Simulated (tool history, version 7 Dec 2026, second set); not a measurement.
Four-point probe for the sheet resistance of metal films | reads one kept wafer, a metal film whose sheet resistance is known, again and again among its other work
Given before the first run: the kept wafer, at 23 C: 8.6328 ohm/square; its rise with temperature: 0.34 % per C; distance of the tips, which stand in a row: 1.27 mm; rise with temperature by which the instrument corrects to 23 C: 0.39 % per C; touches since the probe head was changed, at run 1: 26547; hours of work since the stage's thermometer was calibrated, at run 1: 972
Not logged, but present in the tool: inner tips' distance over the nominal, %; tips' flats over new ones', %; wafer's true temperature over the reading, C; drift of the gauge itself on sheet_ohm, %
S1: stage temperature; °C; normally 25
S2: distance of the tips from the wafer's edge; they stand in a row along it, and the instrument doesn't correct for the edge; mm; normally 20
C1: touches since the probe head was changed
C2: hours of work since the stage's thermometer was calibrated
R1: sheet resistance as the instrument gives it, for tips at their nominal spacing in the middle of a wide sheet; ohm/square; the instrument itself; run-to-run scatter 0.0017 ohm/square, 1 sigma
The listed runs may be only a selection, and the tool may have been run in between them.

run,hour,S1,S2,C1,C2,R1
1,0,25,20,26547,972,8.686871
2,33.7,25,20,28095,996,8.690557
3,64.3,25,20,29501,1017,8.690289
4,102.5,25,38,31253,1043,8.675492
5,141.8,25,38,33058,1071,8.679134
6,169.9,25,38,34349,1090,8.683045
7,204.6,25,38,35940,1114,8.681243
8,241.9,25,38,37655,1140,8.683404
9,273.9,25,38,39120,1162,8.679729
10,291.6,25,38,39937,1174,8.684632
11,322.8,25,20,41369,1196,8.695593
12,360.5,25,20,43098,1222,8.697571
13,387.4,29,20,44332,1241,8.68044
14,408.5,29,20,45301,1255,8.682228
15,441.5,29,20,46816,1278,8.684
16,478.9,29,20,48535,1304,8.683662
17,516.1,25,20,50242,1330,8.705461
18,539.5,25,20,51317,1346,8.70687
19,570.2,22,20,52724,1367,8.722761
20,607.6,25,20,54441,1393,8.711348
21,641.6,26,20,56001,1417,8.706148
22,670.4,26,20,57324,1437,8.704422
23,707.1,30,17,59009,1462,8.696957
24,747.9,20,27,60882,1490,8.729358
25,788.5,25,12,62746,1519,8.749408

Run 26 is up next; what results do you expect?
26,822.3,24,63,64298,1542,?

{"run 26": {"R1": 8.705128}}
On a tool with no hidden condition, and with the same random variation, this run would have come out at R1 8.63067 ohm/square.
